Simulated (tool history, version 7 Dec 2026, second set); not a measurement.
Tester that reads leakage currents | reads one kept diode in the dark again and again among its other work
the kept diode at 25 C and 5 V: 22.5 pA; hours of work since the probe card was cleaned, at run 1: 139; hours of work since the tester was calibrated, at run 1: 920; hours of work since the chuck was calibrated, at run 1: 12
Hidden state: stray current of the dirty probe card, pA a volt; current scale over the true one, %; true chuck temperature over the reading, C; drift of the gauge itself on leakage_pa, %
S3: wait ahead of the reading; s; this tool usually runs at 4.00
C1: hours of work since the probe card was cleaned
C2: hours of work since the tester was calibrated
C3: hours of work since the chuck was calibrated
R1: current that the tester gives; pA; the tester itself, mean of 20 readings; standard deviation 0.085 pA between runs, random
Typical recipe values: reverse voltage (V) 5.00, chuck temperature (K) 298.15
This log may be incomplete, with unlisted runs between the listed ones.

run 1 day=0.000 | reverse_voltage_(V)=5.00 chuck_temperature_(K)=298.15 S3=4.00 | C1=139 C2=920 C3=12 | R1=23.64
run 2 day=6.800 | reverse_voltage_(V)=5.00 chuck_temperature_(K)=298.15 S3=4.00 | C1=212 C2=993 C3=85 | R1=24.51
run 3 day=10.821 | reverse_voltage_(V)=5.00 chuck_temperature_(K)=298.15 S3=4.00 | C1=256 C2=1036 C3=129 | R1=24.83
run 4 day=14.717 | reverse_voltage_(V)=5.00 chuck_temperature_(K)=298.15 S3=4.00 | C1=297 C2=1078 C3=171 | R1=25.44
run 5 day=18.188 | reverse_voltage_(V)=5.00 chuck_temperature_(K)=298.15 S3=4.00 | C1=335 C2=1116 C3=208 | R1=25.54
run 6 day=26.296 | reverse_voltage_(V)=5.00 chuck_temperature_(K)=298.15 S3=4.00 | C1=422 C2=1203 C3=295 | R1=26.42
run 7 day=31.092 | reverse_voltage_(V)=5.00 chuck_temperature_(K)=298.15 S3=4.00 | C1=474 C2=1255 C3=347 | R1=26.94
run 8 day=38.450 | reverse_voltage_(V)=2.94 chuck_temperature_(K)=296.15 S3=4.00 | C1=553 C2=1334 C3=426 | R1=16.85
run 9 day=45.983 | reverse_voltage_(V)=2.94 chuck_temperature_(K)=296.15 S3=4.00 | C1=634 C2=1415 C3=507 | R1=17.38
run 10 day=49.738 | reverse_voltage_(V)=5.00 chuck_temperature_(K)=298.15 S3=1.39 | C1=674 C2=1455 C3=547 | R1=29.39
run 11 day=58.321 | reverse_voltage_(V)=5.00 chuck_temperature_(K)=298.15 S3=1.39 | C1=767 C2=1548 C3=640 | R1=30.27
run 12 day=64.954 | reverse_voltage_(V)=8.41 chuck_temperature_(K)=317.15 S3=0.36 | C1=838 C2=1619 C3=711 | R1=168.96

Alternative continuations, all from the tool just after run 12; predict every row:
run A day=72.488 | reverse_voltage_(V)=8.41 chuck_temperature_(K)=308.15 S3=0.72 | C1=919 C2=1700 C3=792 | R1=?
run B day=72.488 | reverse_voltage_(V)=4.04 chuck_temperature_(K)=300.15 S3=4.07 | C1=919 C2=1700 C3=792 | R1=?
run C day=72.488 | reverse_voltage_(V)=5.00 chuck_temperature_(K)=298.15 S3=0.30 | C1=919 C2=1700 C3=792 | R1=?
run D day=72.488 | reverse_voltage_(V)=8.41 chuck_temperature_(K)=306.15 S3=0.36 | C1=919 C2=1700 C3=792 | R1=?
run E day=72.488 | reverse_voltage_(V)=4.33 chuck_temperature_(K)=295.15 S3=0.36 | C1=919 C2=1700 C3=792 | R1=?

run=A R1=88.98
run=B R1=30.80
run=C R1=34.27
run=D R1=80.16
run=E R1=25.40
With the hidden condition removed and each run's random variation left untouched, the same runs would have given:
run=A R1=74.11
run=B R1=24.03
run=C R1=26.25
run=D R1=65.76
run=E R1=18.61
